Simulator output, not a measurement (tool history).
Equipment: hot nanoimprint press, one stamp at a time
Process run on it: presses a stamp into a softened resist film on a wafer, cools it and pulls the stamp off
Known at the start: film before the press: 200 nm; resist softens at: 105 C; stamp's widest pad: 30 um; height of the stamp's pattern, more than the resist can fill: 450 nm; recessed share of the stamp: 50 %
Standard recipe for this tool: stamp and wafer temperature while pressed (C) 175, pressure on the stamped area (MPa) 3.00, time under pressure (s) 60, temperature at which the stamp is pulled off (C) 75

run    day  stamp and wafer temperature while pressed (C)  pressure on the stamped area (MPa)  time under pressure (s)  temperature at which the stamp is pulled off (C)  resist left under the stamp's widest pad (angstrom)  greatest force while the stamp is pulled off (N)
  1  0.000                                            175                                3.00                       60                                                75                                                  974                                               160
  2  0.321                                            175                                3.00                       60                                                75                                                  954                                               161
  3  0.546                                            175                                3.00                       60                                                75                                                  966                                               155
  4  0.788                                            175                                3.00                       60                                                75                                                  971                                               162
  5  0.962                                            175                                3.00                       60                                                75                                                  971                                               155
  6  1.212                                            175                                3.00                       60                                                71                                                  951                                               163
  7  1.579                                            175                                2.14                       60                                                71                                                 1113                                               162
  8  1.788                                            175                                2.14                       60                                                71                                                 1111                                               165
  9  2.054                                            175                                2.14                       60                                                71                                                 1116                                               164
 10  2.321                                            175                                2.14                       60                                                71                                                 1108                                               167
 11  2.538                                            175                                3.00                       60                                                75                                                  957                                               169
 12  2.792                                            175                                3.00                       60                                                75                                                  969                                               163
 13  2.979                                            175                                3.00                       90                                                75                                                  820                                               162
 14  3.158                                            175                                3.00                       90                                                75                                                  816                                               168
     3.312  -- plate thermocouple calibrated
 15  3.654                                            175                                3.00                       90                                                75                                                  767                                               168
     4.100  -- plate thermocouple calibrated, once more
 16  4.154                                            175                                3.00                       90                                                75                                                  952                                               173
 17  4.454                                            175                                3.00                       90                                                75                                                  935                                               180
 18  4.625                                            175                                3.54                       30                                                79                                                 1259                                               168
 19  4.888                                            175                                3.54                       30                                                79                                                 1260                                               171
 20  5.150                                            175                                3.00                       97                                                62                                                  917                                               183
 21  5.317                                            187                                2.01                       43                                                78                                                  873                                               178
 22  5.558                                            187                                3.91                       53                                                78                                                  583                                               176
 23  5.846                                            187                                3.46                       69                                                74                                                  549                                               176
 24  6.075                                            175                                3.42                       60                                                66                                                 1008                                               186
 25  6.233                                            175                                3.42                      107                                                66                                                  836                                               188
 26  6.388                                            166                                3.02                       55                                                78                                                 1531                                               177
 27  6.704                                            166                                3.02                       55                                                78                                                 1526                                               184
 28  6.912                                            166                                3.02                       55                                                78                                                 1525                                               177
 29  7.175                                            186                                4.04                       46                                                63                                                  631                                               193
 30  7.367                                            186                                4.04                       46                                                63                                                  635                                               192
 31  7.604                                            168                                3.62                       37                                                63                                                 1499                                               199

What would each run have given without the hidden state, its run-to-run variation left as it was?
Hidden state at play: true temperature over the reading, C; pressure that arrives at the usual setting, %; grip of the stamp's worn release coat, % over a new coat's; drift of the gauge itself on residual_nm, %; drift of the gauge itself on pull_off_n, %.
run  resist left under the stamp's widest pad (angstrom)  greatest force while the stamp is pulled off (N)
  1                                                 1078                                               145
  2                                                 1058                                               145
  3                                                 1073                                               138
  4                                                 1078                                               145
  5                                                 1079                                               137
  6                                                 1058                                               144
  7                                                 1227                                               141
  8                                                 1225                                               144
  9                                                 1232                                               142
 10                                                 1225                                               144
 11                                                 1069                                               145
 12                                                 1082                                               139
 13                                                  925                                               138
 14                                                  921                                               142
 15                                                  932                                               142
 16                                                  943                                               142
 17                                                  927                                               147
 18                                                 1250                                               137
 19                                                 1252                                               139
 20                                                  912                                               148
 21                                                  870                                               143
 22                                                  579                                               141
 23                                                  546                                               140
 24                                                 1005                                               147
 25                                                  834                                               148
 26                                                 1530                                               139
 27                                                 1527                                               144
 28                                                 1526                                               138
 29                                                  629                                               150
 30                                                  634                                               148
 31                                                 1500                                               153

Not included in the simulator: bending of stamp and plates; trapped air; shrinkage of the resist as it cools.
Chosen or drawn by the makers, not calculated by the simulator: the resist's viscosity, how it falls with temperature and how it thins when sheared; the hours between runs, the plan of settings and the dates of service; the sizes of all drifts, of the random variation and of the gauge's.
